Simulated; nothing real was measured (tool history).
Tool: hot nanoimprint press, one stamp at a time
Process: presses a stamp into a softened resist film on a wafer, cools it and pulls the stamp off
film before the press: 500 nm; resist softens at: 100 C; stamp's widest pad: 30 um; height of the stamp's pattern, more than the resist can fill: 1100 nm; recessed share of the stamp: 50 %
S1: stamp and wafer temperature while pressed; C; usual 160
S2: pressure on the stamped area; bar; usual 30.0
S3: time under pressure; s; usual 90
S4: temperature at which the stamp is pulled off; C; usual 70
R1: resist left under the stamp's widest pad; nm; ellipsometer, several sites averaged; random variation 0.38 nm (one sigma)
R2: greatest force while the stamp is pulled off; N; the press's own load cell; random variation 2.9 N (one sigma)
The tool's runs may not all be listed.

run,day,S1,S2,S3,S4,R1,R2
1,0.000,160,30.0,90,70,193.2,219
2,1.117,160,30.0,90,70,193.4,216
3,1.762,160,30.0,90,70,194.6,217
4,2.804,160,19.7,90,70,243.0,218
5,3.600,160,30.0,90,70,194.5,213
6,4.696,160,30.0,90,63,194.7,259
7,5.262,160,30.0,90,63,195.7,263
8,6.404,160,30.0,90,59,195.5,285
9,7.175,153,30.0,90,70,262.9,218
# day 7.404: plate thermocouple calibrated
10,7.900,153,30.0,90,70,264.7,218
11,8.671,153,30.0,166,70,214.6,218
12,9.346,153,30.0,166,70,215.5,220
13,10.375,153,30.0,166,70,216.1,215
14,11.304,160,30.0,90,74,196.9,196
15,11.908,160,30.0,90,74,196.6,196
16,12.621,160,30.0,90,74,196.8,200
17,13.258,160,26.4,86,74,214.0,197
18,14.100,154,26.4,86,75,276.1,187
# day 14.738: stamp cleaned and given a new release coat
19,15.483,160,27.8,90,70,206.1,221
# day 16.062: gauge calibrated
20,16.092,166,33.4,95,70,139.5,214
21,16.938,166,33.4,46,77,182.8,180
22,17.458,160,27.4,66,70,227.6,221
# day 17.950: press's hydraulic seals changed and the load cell set to zero
23,18.517,162,23.4,163,60,165.6,275
24,19.079,162,20.6,92,60,218.1,281
25,19.733,160,20.6,92,60,236.8,279
26,20.275,160,38.9,92,65,166.7,247
27,21.046,152,38.9,92,55,238.6,306
28,21.554,152,38.9,92,55,240.1,309
29,22.696,160,30.0,85,70,199.8,220

Forecast each of these 5 alternatives for the next run:
A,23.812,170,30.0,85,70,?,?
B,23.812,160,33.4,176,56,?,?
C,23.812,160,19.8,135,70,?,?
D,23.812,162,30.0,100,64,?,?
E,23.812,160,30.0,90,57,?,?

run,R1,R2
A,133.7,218
B,143.7,303
C,212.8,219
D,172.9,257
E,195.6,293
Without the tool's hidden state the same runs would have given:
run,R1,R2
A,132.3,217
B,142.2,301
C,210.5,218
D,171.1,256
E,193.5,292

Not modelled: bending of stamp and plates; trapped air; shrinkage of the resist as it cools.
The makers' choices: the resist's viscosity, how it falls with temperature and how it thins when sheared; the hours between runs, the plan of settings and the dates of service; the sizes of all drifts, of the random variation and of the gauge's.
